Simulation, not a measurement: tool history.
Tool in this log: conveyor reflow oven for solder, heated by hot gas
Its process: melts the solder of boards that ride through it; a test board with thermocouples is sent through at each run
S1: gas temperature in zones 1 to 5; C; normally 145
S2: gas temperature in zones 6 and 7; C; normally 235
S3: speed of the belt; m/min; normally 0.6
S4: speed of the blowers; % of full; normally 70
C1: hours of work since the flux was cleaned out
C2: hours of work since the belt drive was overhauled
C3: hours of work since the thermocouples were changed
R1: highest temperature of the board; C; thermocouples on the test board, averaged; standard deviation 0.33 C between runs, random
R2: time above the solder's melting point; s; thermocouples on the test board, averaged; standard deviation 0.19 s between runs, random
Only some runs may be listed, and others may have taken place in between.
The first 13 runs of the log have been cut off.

run	day	S1	S2	S3	S4	C1	C2	C3	R1	R2
14	12.058	145	235	0.6	70	140	410	651	222.5	59.5
15	12.792	145	235	0.6	70	148	418	659	222.2	59.5
16	13.425	145	235	0.6	70	155	425	665	222.1	59.6
17	13.904	145	236	0.691	72	160	430	670	219.9	49.7
18	15.042	155	235	0.616	79	172	442	682	224.3	62.6
# day 15.4: thermocouples of zones 6 and 7 changed
19	15.604	158	235	0.651	79	177	447	2	224.8	60.5
20	16.354	158	240	0.651	58	185	455	10	224.7	60.1
# day 16.625: belt drive overhauled, speed set with a stopwatch
21	17.267	158	243	0.651	58	192	7	18	227.4	61.9
22	17.996	136	235	0.6	70	200	14	25	222.3	56.9
23	18.867	144	224	0.68	84	209	24	35	212.8	47
24	19.917	144	246	0.488	82	220	34	46	240.1	83.3
25	21.054	146	244	0.488	85	232	46	57	238.2	83.7
26	21.717	145	235	0.526	81	239	53	64	228.1	71.8
27	22.183	153	235	0.526	81	244	58	69	228.2	75.2
28	23.021	153	235	0.526	81	253	67	78	228.7	75.3
# day 23.592: belt drive overhauled, speed set with a stopwatch, once more
29	24.075	153	235	0.526	81	262	5	87	227.9	73.6
30	24.562	153	235	0.526	81	267	10	92	227.6	73.8
31	25.067	153	235	0.526	81	272	15	98	227.7	73.6

Below are 3 alternative next runs, each starting from the tool's condition after run 31. Predict each:
A	25.688	145	238	0.632	89	279	22	104	?	?
B	25.688	144	235	0.526	81	279	22	104	?	?
C	25.688	145	244	0.482	52	279	22	104	?	?

run	R1	R2
A	227.2	58.1
B	226.8	70.3
C	232.1	79.4
The same runs, with their run-to-run variation unchanged, on a tool lacking any hidden condition would have given:
run	R1	R2
A	229.7	59.5
B	228.7	71.6
C	233.7	80.3
